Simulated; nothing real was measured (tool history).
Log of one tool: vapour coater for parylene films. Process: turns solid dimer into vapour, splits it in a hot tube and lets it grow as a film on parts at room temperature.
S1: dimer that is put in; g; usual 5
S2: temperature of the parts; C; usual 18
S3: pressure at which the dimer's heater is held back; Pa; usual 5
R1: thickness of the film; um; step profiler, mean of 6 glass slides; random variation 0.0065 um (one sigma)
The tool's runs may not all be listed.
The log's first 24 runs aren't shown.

Run 25, day 25.554: usual settings but S1 3 g, S2 23 C, S3 3.68 Pa. Result: R1 0.378 um.
Run 26, day 26.279: usual settings but S1 3 g, S2 11 C, S3 6.68 Pa. Result: R1 0.433 um.
Run 27, day 27.812: usual settings but S1 3 g, S2 15 C, S3 6.68 Pa. Result: R1 0.402 um.
Run 28, day 29.338: usual settings but S1 3 g. Result: R1 0.39 um.
Run 29, day 30.475: usual settings but S1 6 g. Result: R1 0.769 um.
Run 30, day 31.2: usual settings but S1 2 g, S2 25 C, S3 5.4 Pa. Result: R1 0.234 um.
Run 31, day 32.662: usual settings but S1 2 g, S2 25 C, S3 5.4 Pa. Result: R1 0.226 um.
Run 32, day 33.612: usual settings but S1 2 g, S2 15 C, S3 5.4 Pa. Result: R1 0.253 um.
Run 33, day 34.796: usual settings but S1 2 g, S2 15 C, S3 5.4 Pa. Result: R1 0.27 um.
At day 35.275: trap's valve overhauled.
Run 34, day 35.708: usual settings but S1 3 g, S2 13 C. Result: R1 0.454 um.
Run 35, day 37.129: usual settings but S1 3 g, S2 16 C, S3 3.82 Pa. Result: R1 0.442 um.
Run 36, day 38.367: usual settings but S1 8 g, S3 9.61 Pa. Result: R1 1.061 um.
Run 37, day 39.071: usual settings but S1 2 g, S2 11 C, S3 10.44 Pa. Result: R1 0.297 um.
Run 38, day 40.433: usual settings but S1 3 g, S2 20 C, S3 4.74 Pa. Result: R1 0.416 um.
Run 39, day 41.988: usual settings but S1 9 g, S3 4.29 Pa. Result: R1 1.261 um.
Run 40, day 42.75: usual settings but S1 2 g, S2 12 C. Result: R1 0.305 um.
Run 41, day 43.521: usual settings but S1 2 g, S2 12 C, S3 2.5 Pa. Result: R1 0.329 um.
Run 42, day 44.271: usual settings but S1 8 g, S2 12 C, S3 2.31 Pa. Result: R1 1.296 um.
Run 43, day 45.233: usual settings but S1 8 g, S2 20 C, S3 6.89 Pa. Result: R1 1.037 um.
Run 44, day 46.704: usual settings but S1 8 g, S2 20 C, S3 6.89 Pa. Result: R1 1.032 um.
Run 45, day 47.608: usual settings but S1 3 g. Result: R1 0.405 um.
Run 46, day 48.9: usual settings but S1 3 g. Result: R1 0.402 um.

5 ways to go on from here, each from the tool as it stands after run 46. What would each give?
Run A, day 49.933: usual settings but S1 3 g, S3 3.37 Pa. Result: R1 ?.
Run B, day 49.933: usual settings but S2 21 C, S3 3.11 Pa. Result: R1 ?.
Run C, day 49.933: usual settings but S1 3 g, S2 10 C, S3 4.38 Pa. Result: R1 ?.
Run D, day 49.933: usual settings but S1 3 g, S3 5.22 Pa. Result: R1 ?.
Run E, day 49.933: usual settings but S1 2 g, S2 22 C, S3 3.17 Pa. Result: R1 ?.

run     R1
  A  0.429
  B  0.671
  C  0.449
  D  0.412
  E  0.273
Without the tool's hidden state the same runs would have given:
run     R1
  A  0.452
  B  0.707
  C  0.474
  D  0.434
  E  0.288

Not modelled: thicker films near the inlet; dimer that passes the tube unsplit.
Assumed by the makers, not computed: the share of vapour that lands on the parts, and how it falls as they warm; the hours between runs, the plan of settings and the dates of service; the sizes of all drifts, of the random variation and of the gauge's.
